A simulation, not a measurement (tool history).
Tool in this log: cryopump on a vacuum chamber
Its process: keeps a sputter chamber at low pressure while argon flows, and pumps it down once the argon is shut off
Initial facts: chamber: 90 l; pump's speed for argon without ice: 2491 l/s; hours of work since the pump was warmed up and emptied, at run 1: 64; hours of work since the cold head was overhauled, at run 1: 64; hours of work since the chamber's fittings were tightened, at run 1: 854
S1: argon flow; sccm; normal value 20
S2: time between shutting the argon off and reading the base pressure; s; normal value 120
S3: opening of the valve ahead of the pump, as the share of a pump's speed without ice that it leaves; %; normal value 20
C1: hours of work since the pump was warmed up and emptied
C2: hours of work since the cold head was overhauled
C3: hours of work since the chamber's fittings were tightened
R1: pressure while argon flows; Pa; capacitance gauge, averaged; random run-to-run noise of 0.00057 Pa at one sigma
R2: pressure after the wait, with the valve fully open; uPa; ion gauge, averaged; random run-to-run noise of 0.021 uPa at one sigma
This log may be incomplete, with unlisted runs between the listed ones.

run,hour,S1,S2,S3,C1,C2,C3,R1,R2
1,0,20,120,20,64,64,854,0.0678,0.64
2,23.6,20,120,20,74,74,864,0.0679,0.66
3,50.6,20,23,20,85,85,875,0.0684,1.99
4,74.6,20,102,20,95,95,885,0.0684,0.7
5,109.4,20,102,20,110,110,900,0.0688,0.7
6,141.5,20,102,20,123,123,913,0.0681,0.66
7,176.3,20,135,20,138,138,928,0.0685,0.62
8,211.6,20,135,20,152,152,943,0.0684,0.64
9,247,20,135,20,167,167,957,0.0693,0.65
10,266.9,20,120,20,176,176,966,0.069,0.7
11,283.6,25,120,20,182,182,973,0.0866,0.67
12,301.5,20,120,20,190,190,980,0.0689,0.68
13,335.1,20,120,20,204,204,994,0.0683,0.66
14,356.8,12,257,49,213,213,1003,0.0172,0.5
15,389.8,17,73,49,227,227,1017,0.0241,0.85
16,418.2,17,73,49,239,239,1029,0.025,0.85
17,437,17,73,49,246,246,1037,0.0247,0.89
18,469,20,48,20,260,260,1050,0.0695,1.17
19,487.3,24,154,47,267,267,1058,0.0357,0.6
20,505,26,120,17,275,275,1065,0.1057,0.68
21,525.7,26,120,17,283,283,1074,0.1055,0.75
22,552.4,22,120,36,295,295,1085,0.0429,0.68
23,593.3,22,120,36,312,312,1102,0.0428,0.71
24,612.4,22,30,19,320,320,1110,0.0814,1.68
25,633.6,20,87,20,328,328,1119,0.0692,0.87
26,657,20,135,33,338,338,1128,0.0436,0.65

Consider 4 possible next runs. They are alternatives, not a sequence: every one starts from the tool as it was left by run 26. What does each give?
A,696.5,20,65,43,355,355,1145,?,?
B,696.5,21,157,19,355,355,1145,?,?
C,696.5,27,120,20,355,355,1145,?,?
D,696.5,20,135,28,355,355,1145,?,?

run,R1,R2
A,0.0338,0.99
B,0.0775,0.65
C,0.0934,0.71
D,0.0509,0.68
Take away the tool's hidden state, keep each run's random variation, and the runs would have read:
run,R1,R2
A,0.0318,0.71
B,0.0754,0.37
C,0.0907,0.44
D,0.0488,0.4

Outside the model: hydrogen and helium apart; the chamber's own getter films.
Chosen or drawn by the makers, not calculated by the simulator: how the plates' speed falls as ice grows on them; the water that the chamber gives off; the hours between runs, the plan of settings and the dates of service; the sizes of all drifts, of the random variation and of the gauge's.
